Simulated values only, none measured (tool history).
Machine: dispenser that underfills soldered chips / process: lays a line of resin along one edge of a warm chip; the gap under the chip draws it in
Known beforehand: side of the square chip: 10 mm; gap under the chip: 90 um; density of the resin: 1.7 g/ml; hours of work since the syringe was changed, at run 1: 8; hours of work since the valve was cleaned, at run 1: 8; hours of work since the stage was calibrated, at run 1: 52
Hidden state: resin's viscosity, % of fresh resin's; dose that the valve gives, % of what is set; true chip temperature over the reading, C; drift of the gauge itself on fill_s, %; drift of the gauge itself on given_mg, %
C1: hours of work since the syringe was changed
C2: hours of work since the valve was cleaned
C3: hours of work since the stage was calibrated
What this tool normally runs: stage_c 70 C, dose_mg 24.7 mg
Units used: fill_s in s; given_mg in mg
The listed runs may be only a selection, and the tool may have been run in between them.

Run 1, day 0.000: usual settings; C1 8; C2 8; C3 52. Result: fill_s 35.8 s, given_mg 24.64 mg.
At day 0.071: new syringe of resin.
Run 2, day 0.162: usual settings but stage_c 56 C; C1 2; C2 11; C3 55. Result: fill_s 45.0 s, given_mg 24.57 mg.
Run 3, day 0.404: usual settings but stage_c 56 C; C1 6; C2 15; C3 59. Result: fill_s 53.4 s, given_mg 24.38 mg.
At day 0.575: new syringe of resin.
Run 4, day 0.575: usual settings but dose_mg 23.1 mg; C1 0; C2 18; C3 62. Result: fill_s 26.5 s, given_mg 22.86 mg.
Run 5, day 0.742: usual settings but dose_mg 23.1 mg; C1 3; C2 21; C3 65. Result: fill_s 29.4 s, given_mg 22.78 mg.
Run 6, day 0.871: usual settings; C1 5; C2 23; C3 68. Result: fill_s 31.9 s, given_mg 24.25 mg.
Run 7, day 1.004: usual settings; C1 8; C2 26; C3 70. Result: fill_s 35.9 s, given_mg 24.33 mg.
At day 1.083: new syringe of resin.
Run 8, day 1.138: usual settings; C1 1; C2 28; C3 72. Result: fill_s 27.0 s, given_mg 24.17 mg.
Run 9, day 1.279: usual settings but dose_mg 28.6 mg; C1 4; C2 31; C3 75. Result: fill_s 28.8 s, given_mg 28.03 mg.
Run 10, day 1.517: usual settings but dose_mg 28.5 mg; C1 8; C2 35; C3 79. Result: fill_s 34.9 s, given_mg 27.84 mg.
At day 1.596: new syringe of resin.
Run 11, day 1.750: usual settings but dose_mg 28.5 mg; C1 3; C2 39; C3 83. Result: fill_s 28.4 s, given_mg 27.77 mg.
Run 12, day 1.917: usual settings but dose_mg 28.5 mg; C1 6; C2 42; C3 86. Result: fill_s 32.5 s, given_mg 27.76 mg.
At day 2.104: new syringe of resin.
Run 13, day 2.104: usual settings but dose_mg 28.5 mg; C1 0; C2 45; C3 89. Result: fill_s 25.5 s, given_mg 27.57 mg.
Run 14, day 2.275: usual settings; C1 3; C2 48; C3 93. Result: fill_s 29.5 s, given_mg 23.92 mg.
Run 15, day 2.458: usual settings; C1 6; C2 52; C3 96. Result: fill_s 34.3 s, given_mg 23.78 mg.
Run 16, day 2.575: usual settings; C1 9; C2 54; C3 98. Result: fill_s 36.4 s, given_mg 23.84 mg.
At day 2.612: new syringe of resin.
Run 17, day 2.792: usual settings; C1 3; C2 58; C3 102. Result: fill_s 30.3 s, given_mg 23.89 mg.
Run 18, day 2.904: usual settings; C1 5; C2 60; C3 104. Result: fill_s 33.3 s, given_mg 23.70 mg.
At day 3.133: new syringe of resin.
Run 19, day 3.146: usual settings; C1 0; C2 64; C3 108. Result: fill_s 26.1 s, given_mg 23.63 mg.
Run 20, day 3.383: usual settings but dose_mg 25.5 mg; C1 5; C2 68; C3 112. Result: fill_s 32.0 s, given_mg 24.32 mg.
Run 21, day 3.500: usual settings but dose_mg 25.5 mg; C1 7; C2 70; C3 114. Result: fill_s 34.6 s, given_mg 24.31 mg.
At day 3.646: new syringe of resin.
Run 22, day 3.646: usual settings but stage_c 76 C, dose_mg 22.7 mg; C1 0; C2 73; C3 117. Result: fill_s 21.5 s, given_mg 21.52 mg.
At day 3.767: dispensing valve cleaned and set on the balance.
Run 23, day 3.912: usual settings but stage_c 75 C, dose_mg 22.5 mg; C1 4; C2 3; C3 121. Result: fill_s 25.9 s, given_mg 22.45 mg.

What does the tool deliver on the next run?
Run 24, day 4.125: usual settings but stage_c 57 C, dose_mg 31.8 mg; C1 8; C2 7; C3 125. Result: fill_s ?, given_mg ?.

fill_s: 54.2 s
given_mg: 31.53 mg
On a tool with no hidden condition, and with the same random variation, this run would have come out at fill_s 38.9 s, given_mg 31.73 mg.
